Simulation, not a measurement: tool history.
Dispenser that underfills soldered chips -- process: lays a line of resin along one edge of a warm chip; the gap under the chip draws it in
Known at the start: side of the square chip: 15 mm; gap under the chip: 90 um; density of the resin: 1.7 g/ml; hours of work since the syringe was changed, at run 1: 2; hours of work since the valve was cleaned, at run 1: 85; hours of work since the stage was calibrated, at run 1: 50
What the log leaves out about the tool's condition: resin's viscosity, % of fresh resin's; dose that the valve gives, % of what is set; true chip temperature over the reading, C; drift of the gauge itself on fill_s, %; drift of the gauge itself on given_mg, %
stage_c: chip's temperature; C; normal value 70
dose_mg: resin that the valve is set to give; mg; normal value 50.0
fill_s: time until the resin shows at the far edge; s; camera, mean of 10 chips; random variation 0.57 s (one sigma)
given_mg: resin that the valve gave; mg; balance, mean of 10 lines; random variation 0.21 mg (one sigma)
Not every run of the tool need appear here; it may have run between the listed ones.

run,hour,stage_c,dose_mg,hours of work since the syringe was changed,hours of work since the valve was cleaned,hours of work since the stage was calibrated,fill_s,given_mg
1,0.0,70,50.0,2,85,50,58.1,47.63
2,3.9,70,50.0,5,88,53,71.6,47.32
3,8.4,70,51.7,8,92,56,94.3,49.22
4,12.9,70,51.7,12,95,60,120.7,48.88
# hour 13.6: new syringe of resin
5,17.0,59,50.0,3,98,63,111.8,47.66
6,19.9,70,50.0,5,100,65,71.2,47.40
7,24.2,70,50.0,8,103,68,91.2,47.17
8,27.0,56,50.0,10,106,70,231.1,47.19
# hour 29.6: new syringe of resin
9,31.8,56,50.0,2,109,74,123.1,47.08
# hour 35.8: dispensing valve cleaned and set on the balance
10,37.8,70,45.7,6,2,78,74.7,45.54
11,42.9,70,50.0,9,5,82,99.0,49.80
# hour 46.7: new syringe of resin
12,46.9,56,50.0,0,8,84,110.5,49.83
13,51.8,56,50.0,4,12,88,146.1,49.96
14,56.8,56,50.0,8,16,92,194.5,49.81
15,60.8,56,50.0,11,19,95,241.3,49.67
# hour 63.0: new syringe of resin
16,65.4,70,50.0,2,22,98,57.9,49.24
17,70.0,70,42.7,5,26,102,78.7,41.97
18,74.4,70,50.0,9,29,105,95.7,49.64
19,76.5,62,62.7,10,31,107,165.3,61.66
# hour 79.1: new syringe of resin
20,80.6,62,62.7,1,34,110,84.1,61.42
21,84.1,63,64.8,4,36,112,96.1,63.70
22,87.5,63,64.8,6,39,115,118.2,63.64
23,91.5,68,42.8,9,42,118,120.4,41.84
24,94.5,68,42.8,12,44,121,141.7,41.78
# hour 95.3: new syringe of resin
25,99.4,68,42.8,3,48,124,74.2,41.75
26,101.8,68,42.8,5,50,126,85.1,41.85
27,104.1,68,42.8,7,51,128,98.1,41.43
28,107.5,78,61.6,9,54,130,63.3,59.72
# hour 111.2: new syringe of resin
29,111.2,56,49.3,0,57,133,112.1,48.07
30,116.0,56,43.5,4,60,136,151.9,42.37
31,119.0,67,59.0,6,63,139,91.5,57.14
32,123.9,55,62.6,10,66,143,233.4,60.29
33,126.7,55,62.6,12,69,145,275.8,60.12
# hour 127.4: new syringe of resin
34,130.1,63,50.0,2,71,147,85.8,48.32
35,133.5,70,53.4,5,74,150,70.9,51.61
36,136.8,74,59.8,7,76,152,67.4,57.91

Consider 4 possible next runs. They are alternatives, not a sequence: every one starts from the tool as it was left by run 36. What does each give?
A,139.4,70,62.1,9,78,154,?,?
B,139.4,68,46.4,9,78,154,?,?
C,139.4,75,50.0,9,78,154,?,?
D,139.4,74,47.4,9,78,154,?,?

run,fill_s,given_mg
A,97.3,59.81
B,113.1,44.75
C,77.3,47.87
D,81.5,45.53
Take away the tool's hidden state, keep each run's random variation, and the runs would have read:
run,fill_s,given_mg
A,47.6,62.10
B,54.8,46.47
C,37.7,49.71
D,39.4,47.28
